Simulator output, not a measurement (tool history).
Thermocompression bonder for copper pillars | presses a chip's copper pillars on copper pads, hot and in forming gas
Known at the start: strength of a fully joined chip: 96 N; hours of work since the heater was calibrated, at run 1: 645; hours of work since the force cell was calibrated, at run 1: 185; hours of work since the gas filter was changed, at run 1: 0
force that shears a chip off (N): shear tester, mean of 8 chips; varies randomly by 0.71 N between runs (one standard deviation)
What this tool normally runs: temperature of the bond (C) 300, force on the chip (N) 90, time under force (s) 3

| run | hour | temperature of the bond (C) | force on the chip (N) | time under force (s) | hours of work since the heater was calibrated | hours of work since the force cell was calibrated | hours of work since the gas filter was changed | force that shears a chip off (N) |
|---|---|---|---|---|---|---|---|---|
| 1 | 0 | 300 | 90 | 3 | 645 | 185 | 0 | 55.2 |
| 2 | 30.8 | 300 | 82 | 3 | 662 | 201 | 17 | 50.2 |
| 3 | 67 | 300 | 90 | 3 | 682 | 221 | 37 | 54.9 |
| 4 | 97.6 | 311 | 90 | 3 | 699 | 238 | 54 | 61.4 |
| 5 | 126.7 | 311 | 90 | 3 | 715 | 254 | 70 | 62 |
| 6 | 158.4 | 311 | 90 | 3 | 732 | 272 | 87 | 62.4 |
| 7 | 187.9 | 300 | 90 | 3 | 749 | 288 | 104 | 53.6 |
| 8 | 213.3 | 300 | 90 | 3 | 763 | 302 | 118 | 55.3 |
| 9 | 235.9 | 300 | 90 | 3 | 775 | 315 | 130 | 56.2 |
| 10 | 256 | 300 | 90 | 3 | 786 | 326 | 141 | 55 |
| 11 | 281.6 | 279 | 90 | 3 | 800 | 340 | 155 | 43.3 |
| 12 | 308.4 | 279 | 90 | 3 | 815 | 355 | 170 | 43.2 |
|  | 313.5 | heater calibrated with a thermocouple chip |
| 13 | 334.5 | 320 | 80 | 2 | 12 | 368 | 183 | 46.9 |
| 14 | 352.8 | 301 | 116 | 4 | 22 | 378 | 193 | 68.5 |
| 15 | 377.1 | 301 | 116 | 4 | 35 | 391 | 207 | 69.2 |
| 16 | 403.5 | 300 | 90 | 2 | 50 | 406 | 221 | 45.3 |
| 17 | 436.4 | 300 | 90 | 2 | 68 | 424 | 240 | 44.1 |
| 18 | 469.3 | 327 | 133 | 4 | 86 | 442 | 258 | 85.5 |
| 19 | 486.2 | 305 | 133 | 7 | 95 | 452 | 267 | 84.5 |
| 20 | 512.7 | 274 | 63 | 3 | 110 | 466 | 282 | 23.7 |

How the hidden state differs across the entries between the runs, from the last listed run before each to the first after it:
In the gap between runs 12 and 13: heater calibrated with a thermocouple chip (hour 313.5)
  true temperature of the bond over the reading, C: 10.2 -> 0.3; force that reaches the chip, % of what is set: 102.6 -> 102.7; oxide that the forming gas leaves, % of the face: 2.37 -> 2.5
  difference, measured minus the result without the unlogged condition, force that shears a chip off (N): +6.1 -> +0.4
